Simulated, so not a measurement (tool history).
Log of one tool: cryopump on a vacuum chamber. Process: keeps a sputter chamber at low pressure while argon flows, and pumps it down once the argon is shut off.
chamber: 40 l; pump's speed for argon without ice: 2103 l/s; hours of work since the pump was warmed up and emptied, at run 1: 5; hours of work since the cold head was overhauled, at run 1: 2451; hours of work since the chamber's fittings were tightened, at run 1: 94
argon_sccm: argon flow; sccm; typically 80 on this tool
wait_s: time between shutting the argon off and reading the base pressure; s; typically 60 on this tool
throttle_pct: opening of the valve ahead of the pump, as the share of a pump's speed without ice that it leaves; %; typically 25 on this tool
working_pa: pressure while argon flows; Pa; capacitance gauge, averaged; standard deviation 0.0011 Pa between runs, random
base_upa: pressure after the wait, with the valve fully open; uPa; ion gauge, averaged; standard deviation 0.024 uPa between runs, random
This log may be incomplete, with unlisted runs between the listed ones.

run,day,argon_sccm,wait_s,throttle_pct,hours of work since the pump was warmed up and emptied,hours of work since the cold head was overhauled,hours of work since the chamber's fittings were tightened,working_pa,base_upa
1,0.000,80,60,25,5,2451,94,0.2619,1.07
2,2.988,80,60,25,50,2497,140,0.2635,1.05
3,7.400,59,60,25,118,2564,207,0.1928,1.07
4,10.000,59,60,25,158,2604,247,0.1949,1.07
5,13.879,59,60,25,217,2663,306,0.1954,1.09
6,17.458,59,60,25,271,2718,361,0.1965,1.12
7,21.992,80,60,29,341,2787,430,0.2363,1.09
# day 23.362: pump warmed up, emptied and cooled again
8,25.058,80,60,29,26,2830,474,0.2261,1.09
9,29.021,80,60,29,86,2891,534,0.2274,1.12
10,32.467,65,60,29,139,2944,587,0.1846,1.07
11,35.371,80,60,25,183,2988,631,0.2663,1.17
12,38.575,80,74,25,232,3037,680,0.2666,0.95
13,41.292,80,31,25,274,3078,722,0.2674,1.94
14,44.829,39,156,25,328,3132,776,0.1321,0.62
# day 47.338: pump warmed up, emptied and cooled again
15,47.512,39,156,25,3,3170,813,0.1274,0.56
16,50.088,80,38,16,42,3209,853,0.4060,1.62
17,53.083,63,56,30,88,3255,899,0.1724,1.25
18,56.225,63,56,30,136,3303,947,0.1736,1.23
19,61.196,63,21,60,212,3379,1022,0.0914,2.91
20,63.479,54,149,44,246,3414,1057,0.1055,0.68
21,67.179,54,149,44,303,3470,1114,0.1071,0.66
# day 71.288: pump warmed up, emptied and cooled again
22,71.333,80,67,31,1,3531,1174,0.2122,1.09
23,74.067,80,30,34,42,3572,1216,0.1938,1.98
24,77.346,80,28,50,92,3622,1266,0.1340,2.14
25,81.375,53,28,40,154,3684,1327,0.1117,2.23

Forecast each of these 5 alternatives for the next run:
A,85.712,83,53,39,220,3750,1394,?,?
B,85.712,45,28,20,220,3750,1394,?,?
C,85.712,77,130,25,220,3750,1394,?,?
D,85.712,53,28,16,220,3750,1394,?,?
E,85.712,88,155,27,220,3750,1394,?,?

run,working_pa,base_upa
A,0.1819,1.32
B,0.1873,2.23
C,0.2574,0.72
D,0.2725,2.23
E,0.2723,0.67
The same runs, with their run-to-run variation unchanged, on a tool lacking any hidden condition would have given:
run,working_pa,base_upa
A,0.1710,1.13
B,0.1814,2.04
C,0.2473,0.53
D,0.2655,2.04
E,0.2607,0.48

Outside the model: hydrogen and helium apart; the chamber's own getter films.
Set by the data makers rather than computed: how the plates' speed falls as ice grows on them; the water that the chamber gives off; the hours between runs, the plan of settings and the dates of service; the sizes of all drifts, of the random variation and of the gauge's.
